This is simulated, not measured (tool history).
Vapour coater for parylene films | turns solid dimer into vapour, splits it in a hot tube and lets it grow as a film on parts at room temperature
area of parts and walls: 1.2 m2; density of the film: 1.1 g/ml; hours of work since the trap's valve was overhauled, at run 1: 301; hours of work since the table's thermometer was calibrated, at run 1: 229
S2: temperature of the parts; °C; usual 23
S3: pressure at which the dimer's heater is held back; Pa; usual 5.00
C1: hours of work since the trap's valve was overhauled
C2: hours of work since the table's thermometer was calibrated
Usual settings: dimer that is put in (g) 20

Run 1, day 0.000: usual settings; C1 301; C2 229. Result: thickness of the film (µm) 9.47.
Run 2, day 0.758: usual settings but S3 4.87 Pa; C1 317; C2 244. Result: thickness of the film (µm) 9.47.
Run 3, day 2.008: usual settings but S3 4.87 Pa; C1 342; C2 270. Result: thickness of the film (µm) 9.47.
Run 4, day 2.575: usual settings but S3 4.87 Pa; C1 354; C2 282. Result: thickness of the film (µm) 9.47.
Run 5, day 3.596: usual settings; C1 375; C2 303. Result: thickness of the film (µm) 9.48.
Run 6, day 4.517: usual settings; C1 394; C2 322. Result: thickness of the film (µm) 9.42.
Run 7, day 5.438: usual settings; C1 413; C2 341. Result: thickness of the film (µm) 9.41.
Run 8, day 6.288: usual settings; C1 431; C2 358. Result: thickness of the film (µm) 9.43.
Run 9, day 6.821: usual settings; C1 442; C2 369. Result: thickness of the film (µm) 9.41.
Run 10, day 7.729: usual settings; C1 461; C2 388. Result: thickness of the film (µm) 9.40.
Run 11, day 8.329: usual settings but S2 16 °C; C1 473; C2 401. Result: thickness of the film (µm) 12.69.
Run 12, day 8.892: usual settings but dimer that is put in (g) 12, S2 16 °C; C1 485; C2 412. Result: thickness of the film (µm) 7.62.
Run 13, day 9.971: usual settings; C1 507; C2 435. Result: thickness of the film (µm) 9.32.
Run 14, day 11.038: usual settings; C1 529; C2 457. Result: thickness of the film (µm) 9.39.
Run 15, day 11.912: usual settings but S2 20 °C; C1 547; C2 475. Result: thickness of the film (µm) 10.61.
Run 16, day 13.083: usual settings but S2 20 °C; C1 571; C2 499. Result: thickness of the film (µm) 10.65.
Run 17, day 14.383: usual settings but S2 31 °C; C1 598; C2 526. Result: thickness of the film (µm) 6.59.
Run 18, day 15.488: usual settings but S2 31 °C; C1 621; C2 548. Result: thickness of the film (µm) 6.56.
Run 19, day 16.504: usual settings but S3 2.06 Pa; C1 642; C2 569. Result: thickness of the film (µm) 10.84.
Run 20, day 17.208: usual settings but S3 2.06 Pa; C1 656; C2 584. Result: thickness of the film (µm) 10.80.
Run 21, day 17.804: usual settings but S3 2.06 Pa; C1 669; C2 596. Result: thickness of the film (µm) 10.76.
Run 22, day 18.612: usual settings but dimer that is put in (g) 8, S2 27 °C, S3 4.08 Pa; C1 685; C2 613. Result: thickness of the film (µm) 3.22.
Run 23, day 19.275: usual settings but dimer that is put in (g) 16, S2 18 °C, S3 4.08 Pa; C1 699; C2 627. Result: thickness of the film (µm) 9.50.
At day 19.504: trap's valve overhauled.
Run 24, day 20.258: usual settings but dimer that is put in (g) 9, S2 30 °C, S3 2.88 Pa; C1 16; C2 644. Result: thickness of the film (µm) 3.61.
Run 25, day 20.888: usual settings but dimer that is put in (g) 9, S2 30 °C, S3 2.88 Pa; C1 29; C2 656. Result: thickness of the film (µm) 3.59.
Run 26, day 21.546: usual settings but dimer that is put in (g) 32, S2 20 °C, S3 3.14 Pa; C1 42; C2 670. Result: thickness of the film (µm) 19.45.
At day 21.654: table's thermometer calibrated.
Run 27, day 22.696: usual settings but S3 10.58 Pa; C1 65; C2 22. Result: thickness of the film (µm) 8.78.
Run 28, day 23.479: usual settings but S2 16 °C, S3 4.79 Pa; C1 81; C2 38. Result: thickness of the film (µm) 13.53.
Run 29, day 24.700: usual settings but S2 16 °C, S3 4.79 Pa; C1 106; C2 63. Result: thickness of the film (µm) 13.57.
Run 30, day 25.904: usual settings but S2 20 °C, S3 2.62 Pa; C1 131; C2 88. Result: thickness of the film (µm) 12.63.
Run 31, day 27.150: usual settings but dimer that is put in (g) 16, S2 19 °C; C1 157; C2 114. Result: thickness of the film (µm) 9.37.
Run 32, day 28.133: usual settings but dimer that is put in (g) 12, S2 33 °C; C1 177; C2 134. Result: thickness of the film (µm) 3.83.
At day 28.800: table's thermometer calibrated, once more.
Run 33, day 28.992: usual settings but dimer that is put in (g) 16, S2 25 °C, S3 9.87 Pa; C1 194; C2 4. Result: thickness of the film (µm) 6.20.
Run 34, day 29.788: usual settings but dimer that is put in (g) 16, S2 25 °C, S3 9.87 Pa; C1 211; C2 20. Result: thickness of the film (µm) 6.23.
Run 35, day 30.942: usual settings but dimer that is put in (g) 16, S2 25 °C, S3 9.87 Pa; C1 234; C2 44. Result: thickness of the film (µm) 6.17.
Run 36, day 32.067: usual settings but dimer that is put in (g) 17, S3 7.89 Pa; C1 258; C2 67. Result: thickness of the film (µm) 7.46.
Run 37, day 33.150: usual settings but dimer that is put in (g) 24, S2 20 °C, S3 2.69 Pa; C1 280; C2 90. Result: thickness of the film (µm) 14.43.
Run 38, day 33.879: usual settings but dimer that is put in (g) 24, S2 20 °C, S3 2.69 Pa; C1 295; C2 105. Result: thickness of the film (µm) 14.42.
Run 39, day 34.583: usual settings but S2 27 °C, S3 3.80 Pa; C1 310; C2 119. Result: thickness of the film (µm) 8.32.
Run 40, day 35.662: usual settings but dimer that is put in (g) 11, S2 26 °C, S3 3.80 Pa; C1 332; C2 142. Result: thickness of the film (µm) 4.79.

Measured less the same run without the tool's hidden state. The same run-to-run variation is in both; the gauge's scatter may not be:
The hidden state here: vapour lost through the trap's worn valve, %; true temperature of the parts over the reading, C; drift of the gauge itself on film_um, %.
run  thickness of the film (µm)
  1                       -0.21
  2                       -0.22
  3                       -0.24
  4                       -0.24
  5                       -0.25
  6                       -0.26
  7                       -0.27
  8                       -0.29
  9                       -0.29
 10                       -0.30
 11                       -0.42
 12                       -0.26
 13                       -0.33
 14                       -0.35
 15                       -0.40
 16                       -0.42
 17                       -0.27
 18                       -0.27
 19                       -0.47
 20                       -0.48
 21                       -0.49
 22                       -0.15
 23                       -0.45
 24                       +0.07
 25                       +0.06
 26                       +0.31
 27                       +0.21
 28                       +0.31
 29                       +0.29
 30                       +0.25
 31                       +0.17
 32                       +0.06
 33                       -0.11
 34                       -0.11
 35                       -0.12
 36                       -0.16
 37                       -0.33
 38                       -0.34
 39                       -0.20
 40                       -0.12
